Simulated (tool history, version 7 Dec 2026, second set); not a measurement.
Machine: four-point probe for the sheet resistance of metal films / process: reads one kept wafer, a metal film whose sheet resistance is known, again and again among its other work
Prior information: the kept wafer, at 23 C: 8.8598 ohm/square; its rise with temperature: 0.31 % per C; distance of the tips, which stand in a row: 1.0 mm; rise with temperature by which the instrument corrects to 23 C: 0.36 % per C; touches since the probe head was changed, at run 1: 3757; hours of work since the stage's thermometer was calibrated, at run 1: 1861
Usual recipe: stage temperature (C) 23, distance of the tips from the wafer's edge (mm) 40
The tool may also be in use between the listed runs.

run	hour	stage temperature (C)	distance of the tips from the wafer's edge (mm)	touches since the probe head was changed	hours of work since the stage's thermometer was calibrated	sheet resistance as the instrument gives it (ohm/square)
1	0	23	40	3757	1861	8.860873
2	8.9	23	40	3905	1866	8.864724
3	18.7	23	40	4067	1872	8.858722
4	30	23	40	4254	1879	8.860691
5	43.3	23	40	4475	1886	8.85994
6	51.1	23	40	4604	1891	8.861215
7	58.3	23	40	4723	1895	8.862716
8	73.5	29	40	4975	1904	8.833269
9	84.8	29	40	5161	1910	8.837218
10	97.2	23	40	5367	1917	8.860537
11	107.2	23	24	5532	1923	8.863106
12	118.4	23	24	5718	1930	8.866371
13	132.5	23	24	5951	1938	8.871955
14	142.3	23	24	6114	1944	8.868194
15	154.6	23	24	6318	1951	8.86428
16	163.9	24	40	6472	1956	8.854004
17	175.4	24	40	6662	1963	8.852806
18	188.2	24	4	6874	1970	9.140955
19	202.2	24	4	7106	1978	9.144749
20	218.2	25	4	7371	1988	9.136509
21	234	23	7	7633	1997	8.953103
22	248.1	23	7	7866	2005	8.954215
23	259.4	29	4	8054	2011	9.118166
24	269.5	18	72	8221	2017	8.883144
25	283.8	20	42	8458	2025	8.874467
26	290.8	25	3	8573	2029	9.348295
27	306.3	34	14	8831	2038	8.833073
28	313.3	34	14	8947	2043	8.835238
29	328.9	33	26	9204	2052	8.820736
30	343.9	23	12	9454	2060	8.893822
31	355	23	12	9636	2067	8.892135
32	362.5	30	9	9760	2071	8.883841
# hour 370.9: stage's thermometer calibrated
33	379.3	19	4	10030	5	9.18262
34	391	19	4	10224	12	9.18965
35	407	23	11	10490	21	8.916887
36	421.2	23	11	10724	29	8.919766
37	430.8	27	11	10884	35	8.90363
38	443.2	27	11	11090	42	8.900987
39	459.3	27	11	11356	51	8.898223
40	469.3	25	20	11521	57	8.885767
41	476.8	19	22	11646	61	8.906479
42	493.7	20	22	11926	71	8.901491
43	507.1	30	6	12147	79	8.978039
44	514.4	26	29	12268	83	8.868038

For each entry between runs, how does the tool's hidden state at the last listed run before it compare with that at the first listed run after it?
In the gap between runs 32 and 33: stage's thermometer calibrated (hour 370.9)
  inner tips' distance over the nominal, %: 0.185 -> 0.186; wafer's true temperature over the reading, C: -0.72 -> 0.02
  measured minus no-state result, sheet resistance as the instrument gives it (ohm/square): -0.001711 -> +0.018798
